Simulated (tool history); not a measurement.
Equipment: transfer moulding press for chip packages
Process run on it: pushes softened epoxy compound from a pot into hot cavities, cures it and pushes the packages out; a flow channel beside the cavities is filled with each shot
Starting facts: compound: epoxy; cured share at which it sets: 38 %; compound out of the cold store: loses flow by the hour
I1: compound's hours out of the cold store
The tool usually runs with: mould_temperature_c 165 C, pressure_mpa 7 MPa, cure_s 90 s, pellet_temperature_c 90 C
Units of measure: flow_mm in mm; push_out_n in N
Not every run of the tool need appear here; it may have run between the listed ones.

run 1 hour=0 | mould_temperature_c=165 pressure_mpa=7 cure_s=90 pellet_temperature_c=90 | I1=20.3 | flow_mm=639 push_out_n=847
run 2 hour=8.4 | mould_temperature_c=165 pressure_mpa=7 cure_s=123 pellet_temperature_c=90 | I1=37.2 | flow_mm=610 push_out_n=642
run 3 hour=22.7 | mould_temperature_c=165 pressure_mpa=7 cure_s=123 pellet_temperature_c=90 | I1=47.9 | flow_mm=593 push_out_n=703
run 4 hour=39.3 | mould_temperature_c=165 pressure_mpa=7 cure_s=123 pellet_temperature_c=90 | I1=24.1 | flow_mm=670 push_out_n=403
run 5 hour=52.6 | mould_temperature_c=165 pressure_mpa=7 cure_s=90 pellet_temperature_c=90 | I1=19.6 | flow_mm=676 push_out_n=653
run 6 hour=67.2 | mould_temperature_c=165 pressure_mpa=7 cure_s=90 pellet_temperature_c=90 | I1=32 | flow_mm=656 push_out_n=775
run 7 hour=79.3 | mould_temperature_c=165 pressure_mpa=7 cure_s=90 pellet_temperature_c=90 | I1=27.4 | flow_mm=660 push_out_n=789
run 8 hour=90.4 | mould_temperature_c=165 pressure_mpa=7 cure_s=90 pellet_temperature_c=90 | I1=42.1 | flow_mm=637 push_out_n=843
run 9 hour=104.5 | mould_temperature_c=165 pressure_mpa=7 cure_s=90 pellet_temperature_c=90 | I1=43 | flow_mm=635 push_out_n=933
run 10 hour=118.6 | mould_temperature_c=165 pressure_mpa=7 cure_s=90 pellet_temperature_c=90 | I1=11.5 | flow_mm=683 push_out_n=529
run 11 hour=133.6 | mould_temperature_c=164 pressure_mpa=7 cure_s=90 pellet_temperature_c=90 | I1=23.5 | flow_mm=667 push_out_n=719
run 12 hour=148.8 | mould_temperature_c=157 pressure_mpa=7 cure_s=90 pellet_temperature_c=90 | I1=21.1 | flow_mm=688 push_out_n=1340
run 13 hour=163.5 | mould_temperature_c=157 pressure_mpa=7 cure_s=90 pellet_temperature_c=90 | I1=43.6 | flow_mm=653 push_out_n=1365
run 14 hour=175.7 | mould_temperature_c=157 pressure_mpa=7 cure_s=90 pellet_temperature_c=90 | I1=30 | flow_mm=675 push_out_n=1544
run 15 hour=187.8 | mould_temperature_c=168 pressure_mpa=5.88 cure_s=92 pellet_temperature_c=93 | I1=14.4 | flow_mm=611 push_out_n=786
run 16 hour=199.1 | mould_temperature_c=168 pressure_mpa=8.71 cure_s=92 pellet_temperature_c=85 | I1=23.9 | flow_mm=728 push_out_n=437
run 17 hour=216.1 | mould_temperature_c=168 pressure_mpa=5.58 cure_s=71 pellet_temperature_c=85 | I1=27.9 | flow_mm=571 push_out_n=923
run 18 hour=226.2 | mould_temperature_c=173 pressure_mpa=7.43 cure_s=71 pellet_temperature_c=93 | I1=28.9 | flow_mm=646 push_out_n=723
run 19 hour=241.8 | mould_temperature_c=165 pressure_mpa=7 cure_s=90 pellet_temperature_c=82 | I1=24.1 | flow_mm=655 push_out_n=834
run 20 hour=257.4 | mould_temperature_c=166 pressure_mpa=6.89 cure_s=76 pellet_temperature_c=89 | I1=37.9 | flow_mm=621 push_out_n=1153
run 21 hour=269.4 | mould_temperature_c=166 pressure_mpa=6.89 cure_s=76 pellet_temperature_c=89 | I1=25.8 | flow_mm=640 push_out_n=1207
run 22 hour=279.3 | mould_temperature_c=166 pressure_mpa=6.89 cure_s=76 pellet_temperature_c=89 | I1=25.7 | flow_mm=638 push_out_n=688
run 23 hour=288.7 | mould_temperature_c=165 pressure_mpa=7.89 cure_s=76 pellet_temperature_c=90 | I1=10.9 | flow_mm=710 push_out_n=874
run 24 hour=297 | mould_temperature_c=162 pressure_mpa=5.81 cure_s=90 pellet_temperature_c=90 | I1=32.9 | flow_mm=588 push_out_n=743
run 25 hour=312.6 | mould_temperature_c=169 pressure_mpa=5.81 cure_s=123 pellet_temperature_c=100 | I1=22.4 | flow_mm=582 push_out_n=557
run 26 hour=326.7 | mould_temperature_c=169 pressure_mpa=6.8 cure_s=76 pellet_temperature_c=99 | I1=46.6 | flow_mm=592 push_out_n=837
run 27 hour=342 | mould_temperature_c=165 pressure_mpa=7.46 cure_s=90 pellet_temperature_c=80 | I1=8.3 | flow_mm=695 push_out_n=962
run 28 hour=353.2 | mould_temperature_c=165 pressure_mpa=7.46 cure_s=90 pellet_temperature_c=80 | I1=31.1 | flow_mm=657 push_out_n=929

Put back what was entered between runs (7 entries, withheld): which listed runs does each sit between, and how does the hidden state differ from the listed run before to the listed run after?
After run 3, before run 4: cavities cleaned with cleaning compound and waxed (hour 32.7); plunger's sealing rings changed (hour 36.4)
  true mould temperature over the reading, C: -0.31 -> -0.32; pressure that reaches the compound, % of what is set: 88.58 -> 99.65; grip of the stained cavities, % over clean ones': 89.8 -> 9.1
  measured result minus the result with no hidden state, flow_mm: -37 -> -1 mm; push_out_n: +334 -> +35 N
After run 9, before run 10: cavities cleaned with cleaning compound and waxed (hour 115)
  true mould temperature over the reading, C: -0.38 -> -0.4; pressure that reaches the compound, % of what is set: 98.18 -> 97.9; grip of the stained cavities, % over clean ones': 88.3 -> 7.8
  measured result minus the result with no hidden state, flow_mm: -5 -> -6 mm; push_out_n: +446 -> +50 N
After run 13, before run 14: mould's thermocouples calibrated (hour 166.4)
  true mould temperature over the reading, C: -0.44 -> -0.74; pressure that reaches the compound, % of what is set: 96.9 -> 96.65; grip of the stained cavities, % over clean ones': 72.4 -> 81.3
  measured result minus the result with no hidden state, flow_mm: -9 -> -9 mm; push_out_n: +596 -> +735 N
After run 15, before run 16: cavities cleaned with cleaning compound and waxed (hour 197)
  true mould temperature over the reading, C: -0.75 -> -0.76; pressure that reaches the compound, % of what is set: 96.39 -> 96.16; grip of the stained cavities, % over clean ones': 89.5 -> 3.9
  measured result minus the result with no hidden state, flow_mm: -9 -> -12 mm; push_out_n: +383 -> +28 N
After run 16, before run 17: mould's thermocouples calibrated, once more (hour 205.5)
  true mould temperature over the reading, C: -0.76 -> 0.14; pressure that reaches the compound, % of what is set: 96.16 -> 95.81; grip of the stained cavities, % over clean ones': 3.9 -> 32.9
  measured result minus the result with no hidden state, flow_mm: -12 -> -13 mm; push_out_n: +28 -> +221 N
After run 21, before run 22: cavities cleaned with cleaning compound and waxed (hour 278.5)
  true mould temperature over the reading, C: 0.09 -> 0.08; pressure that reaches the compound, % of what is set: 94.6 -> 94.42; grip of the stained cavities, % over clean ones': 89.2 -> 3.3
  measured result minus the result with no hidden state, flow_mm: -18 -> -19 mm; push_out_n: +563 -> +19 N

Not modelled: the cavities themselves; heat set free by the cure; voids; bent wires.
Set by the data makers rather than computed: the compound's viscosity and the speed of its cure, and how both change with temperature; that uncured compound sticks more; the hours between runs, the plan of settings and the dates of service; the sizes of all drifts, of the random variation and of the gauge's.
